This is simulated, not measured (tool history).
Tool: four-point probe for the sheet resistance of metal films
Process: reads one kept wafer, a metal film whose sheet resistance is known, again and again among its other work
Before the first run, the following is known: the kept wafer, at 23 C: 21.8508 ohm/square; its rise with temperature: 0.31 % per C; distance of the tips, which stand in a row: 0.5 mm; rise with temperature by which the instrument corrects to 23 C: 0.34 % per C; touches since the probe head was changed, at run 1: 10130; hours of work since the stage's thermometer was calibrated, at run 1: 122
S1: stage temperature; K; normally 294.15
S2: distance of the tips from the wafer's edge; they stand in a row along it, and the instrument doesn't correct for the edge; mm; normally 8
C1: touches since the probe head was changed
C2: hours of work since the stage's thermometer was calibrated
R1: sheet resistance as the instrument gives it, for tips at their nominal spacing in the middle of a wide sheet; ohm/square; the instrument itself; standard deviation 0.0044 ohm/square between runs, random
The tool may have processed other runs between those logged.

run,hour,S1,S2,C1,C2,R1
1,0,294.15,8,10130,122,21.850015
2,48.1,294.15,8,10876,154,21.836738
3,114.4,294.15,8,11902,199,21.837627
4,192.4,294.15,8,13110,251,21.84064
5,243.9,294.15,19,13908,286,21.801951
6,298,294.15,19,14746,322,21.804325
7,356.5,294.15,19,15653,361,21.797598
8,419.7,294.15,24,16632,404,21.79274
9,466.5,294.15,24,17357,435,21.80307
10,499.1,294.15,24,17862,457,21.789685
11,549.4,294.15,75,18641,491,21.787392
12,585.3,294.15,8,19198,515,21.831797
13,639.6,294.15,8,20039,551,21.835154
14,678.4,294.15,8,20639,577,21.832668
15,750.8,294.15,45,21761,626,21.77749
16,800.9,294.15,8,22536,660,21.833297
17,878.2,294.15,8,23734,712,21.825028
18,910.3,299.15,5,24231,733,21.8618
19,973.7,304.15,40,25213,776,21.710124
20,1038.5,304.15,40,26218,819,21.710607
# hour 1044.7: stage's thermometer calibrated
21,1074.3,291.15,9,26764,20,21.825449
22,1141.4,291.15,9,27804,65,21.827358
23,1179.3,291.15,9,28391,90,21.818035
24,1251.3,294.15,20,29506,139,21.773138
25,1324,298.15,24,30633,188,21.747203
26,1385.7,297.15,9,31588,229,21.76859
# hour 1391.4: stage's thermometer calibrated, once more
27,1438.4,302.15,60,32397,32,21.737607
28,1495.5,302.15,60,33281,70,21.732683
29,1538,294.15,60,33940,98,21.793739

Predict the results of run 30:
30,1592.9,299.15,33,34791,135,?

{"run 30": {"R1": 21.757333}}
Minus the tool's unlogged condition, the same run would have read R1 21.833529 ohm/square.

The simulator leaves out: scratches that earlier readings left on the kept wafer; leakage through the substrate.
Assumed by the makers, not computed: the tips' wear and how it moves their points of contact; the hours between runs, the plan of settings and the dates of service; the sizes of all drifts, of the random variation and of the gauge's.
